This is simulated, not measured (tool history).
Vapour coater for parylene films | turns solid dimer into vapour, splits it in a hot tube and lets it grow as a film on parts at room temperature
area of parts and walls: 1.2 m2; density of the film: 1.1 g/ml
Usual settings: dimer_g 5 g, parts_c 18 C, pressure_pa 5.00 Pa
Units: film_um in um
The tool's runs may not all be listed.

{"run": 1, "hour": 0.0, "dimer_g": 5, "parts_c": 18, "pressure_pa": 5.0, "film_um": 2.91}
{"run": 2, "hour": 27.2, "dimer_g": 5, "parts_c": 18, "pressure_pa": 5.0, "film_um": 2.88}
{"run": 3, "hour": 53.6, "dimer_g": 5, "parts_c": 18, "pressure_pa": 5.0, "film_um": 2.87}
{"run": 4, "hour": 88.3, "dimer_g": 5, "parts_c": 18, "pressure_pa": 5.0, "film_um": 2.85}
{"run": 5, "hour": 110.1, "dimer_g": 5, "parts_c": 17, "pressure_pa": 5.0, "film_um": 2.92}
{"run": 6, "hour": 133.6, "dimer_g": 5, "parts_c": 19, "pressure_pa": 5.0, "film_um": 2.65}
{"run": 7, "hour": 160.4, "dimer_g": 5, "parts_c": 19, "pressure_pa": 5.0, "film_um": 2.71}
{"run": 8, "hour": 186.3, "dimer_g": 5, "parts_c": 19, "pressure_pa": 5.0, "film_um": 2.54}
{"run": 9, "hour": 224.7, "dimer_g": 2, "parts_c": 18, "pressure_pa": 5.0, "film_um": 1.03}
{"run": 10, "hour": 254.7, "dimer_g": 2, "parts_c": 18, "pressure_pa": 5.0, "film_um": 1.04}
{"run": 11, "hour": 292.8, "dimer_g": 2, "parts_c": 18, "pressure_pa": 5.0, "film_um": 1.04}
{"run": 12, "hour": 328.6, "dimer_g": 2, "parts_c": 18, "pressure_pa": 5.0, "film_um": 1.03}
{"run": 13, "hour": 354.8, "dimer_g": 2, "parts_c": 18, "pressure_pa": 5.0, "film_um": 0.99}
{"run": 14, "hour": 399.7, "dimer_g": 5, "parts_c": 18, "pressure_pa": 5.0, "film_um": 2.51}
{"run": 15, "hour": 435.4, "dimer_g": 5, "parts_c": 18, "pressure_pa": 5.0, "film_um": 2.5}
{"run": 16, "hour": 488.9, "dimer_g": 5, "parts_c": 18, "pressure_pa": 4.89, "film_um": 2.88}
{"run": 17, "hour": 524.0, "dimer_g": 5, "parts_c": 18, "pressure_pa": 4.89, "film_um": 2.88}
{"run": 18, "hour": 562.6, "dimer_g": 5, "parts_c": 18, "pressure_pa": 5.0, "film_um": 2.87}
{"run": 19, "hour": 605.8, "dimer_g": 5, "parts_c": 18, "pressure_pa": 5.0, "film_um": 2.88}
{"run": 20, "hour": 639.1, "dimer_g": 5, "parts_c": 18, "pressure_pa": 5.0, "film_um": 2.81}
{"run": 21, "hour": 669.7, "dimer_g": 5, "parts_c": 18, "pressure_pa": 5.0, "film_um": 2.83}
{"run": 22, "hour": 692.3, "dimer_g": 5, "parts_c": 18, "pressure_pa": 5.0, "film_um": 2.83}
{"run": 23, "hour": 726.8, "dimer_g": 3, "parts_c": 18, "pressure_pa": 5.0, "film_um": 1.7}
{"run": 24, "hour": 749.5, "dimer_g": 3, "parts_c": 18, "pressure_pa": 5.0, "film_um": 1.68}
{"run": 25, "hour": 786.9, "dimer_g": 3, "parts_c": 18, "pressure_pa": 5.0, "film_um": 1.64}
{"run": 26, "hour": 835.2, "dimer_g": 5, "parts_c": 28, "pressure_pa": 3.77, "film_um": 1.83}
{"run": 27, "hour": 864.1, "dimer_g": 4, "parts_c": 14, "pressure_pa": 3.77, "film_um": 2.73}
{"run": 28, "hour": 901.4, "dimer_g": 5, "parts_c": 18, "pressure_pa": 4.34, "film_um": 2.77}
{"run": 29, "hour": 947.9, "dimer_g": 5, "parts_c": 30, "pressure_pa": 3.99, "film_um": 1.69}
{"run": 30, "hour": 981.0, "dimer_g": 5, "parts_c": 22, "pressure_pa": 3.99, "film_um": 2.31}
{"run": 31, "hour": 1010.5, "dimer_g": 3, "parts_c": 18, "pressure_pa": 3.67, "film_um": 1.65}
{"run": 32, "hour": 1048.1, "dimer_g": 3, "parts_c": 18, "pressure_pa": 3.67, "film_um": 1.59}
{"run": 33, "hour": 1078.8, "dimer_g": 3, "parts_c": 18, "pressure_pa": 9.51, "film_um": 1.38}
{"run": 34, "hour": 1127.4, "dimer_g": 3, "parts_c": 13, "pressure_pa": 2.57, "film_um": 2.21}
{"run": 35, "hour": 1149.5, "dimer_g": 4, "parts_c": 13, "pressure_pa": 3.6, "film_um": 2.94}
{"run": 36, "hour": 1197.2, "dimer_g": 4, "parts_c": 13, "pressure_pa": 3.6, "film_um": 2.91}
{"run": 37, "hour": 1221.2, "dimer_g": 4, "parts_c": 13, "pressure_pa": 3.6, "film_um": 2.92}
{"run": 38, "hour": 1254.4, "dimer_g": 5, "parts_c": 18, "pressure_pa": 2.5, "film_um": 3.3}
{"run": 39, "hour": 1283.6, "dimer_g": 6, "parts_c": 18, "pressure_pa": 10.68, "film_um": 3.1}
{"run": 40, "hour": 1322.7, "dimer_g": 6, "parts_c": 18, "pressure_pa": 10.68, "film_um": 3.14}
{"run": 41, "hour": 1358.5, "dimer_g": 4, "parts_c": 16, "pressure_pa": 10.68, "film_um": 2.14}
{"run": 42, "hour": 1379.5, "dimer_g": 4, "parts_c": 16, "pressure_pa": 10.68, "film_um": 2.1}
{"run": 43, "hour": 1408.3, "dimer_g": 4, "parts_c": 16, "pressure_pa": 10.68, "film_um": 2.12}
{"run": 44, "hour": 1443.7, "dimer_g": 9, "parts_c": 18, "pressure_pa": 2.04, "film_um": 5.76}
{"run": 45, "hour": 1467.3, "dimer_g": 9, "parts_c": 18, "pressure_pa": 2.04, "film_um": 5.68}
{"run": 46, "hour": 1506.3, "dimer_g": 4, "parts_c": 11, "pressure_pa": 5.0, "film_um": 2.74}
{"run": 47, "hour": 1550.3, "dimer_g": 4, "parts_c": 14, "pressure_pa": 5.0, "film_um": 2.58}

Taken out of this log: 4 entries between the listed runs. Where each belongs, and how the hidden state differs across it:
Between runs 7 and 8: table's thermometer calibrated (hour 176.5)
  vapour lost through the trap's worn valve, %: 8.9 -> 9.4; true temperature of the parts over the reading, C: -1.1 -> 0.07
  measured less the result without the state, film_um: -0.12 -> -0.27 um
Between runs 15 and 16: trap's valve overhauled (hour 456.7)
  vapour lost through the trap's worn valve, %: 14.5 -> 0.9; true temperature of the parts over the reading, C: -0.2 -> -0.25
  measured less the result without the state, film_um: -0.40 -> +0.01 um
Between runs 33 and 34: trap's valve overhauled (hour 1113.1)
  vapour lost through the trap's worn valve, %: 13.3 -> 0.3; true temperature of the parts over the reading, C: -0.84 -> -0.88
  measured less the result without the state, film_um: -0.16 -> -0.01 um
Between runs 40 and 41: table's thermometer calibrated (hour 1346.6)
  vapour lost through the trap's worn valve, %: 4.3 -> 5; true temperature of the parts over the reading, C: -1.08 -> 0.01
  measured less the result without the state, film_um: +0.01 -> -0.11 um

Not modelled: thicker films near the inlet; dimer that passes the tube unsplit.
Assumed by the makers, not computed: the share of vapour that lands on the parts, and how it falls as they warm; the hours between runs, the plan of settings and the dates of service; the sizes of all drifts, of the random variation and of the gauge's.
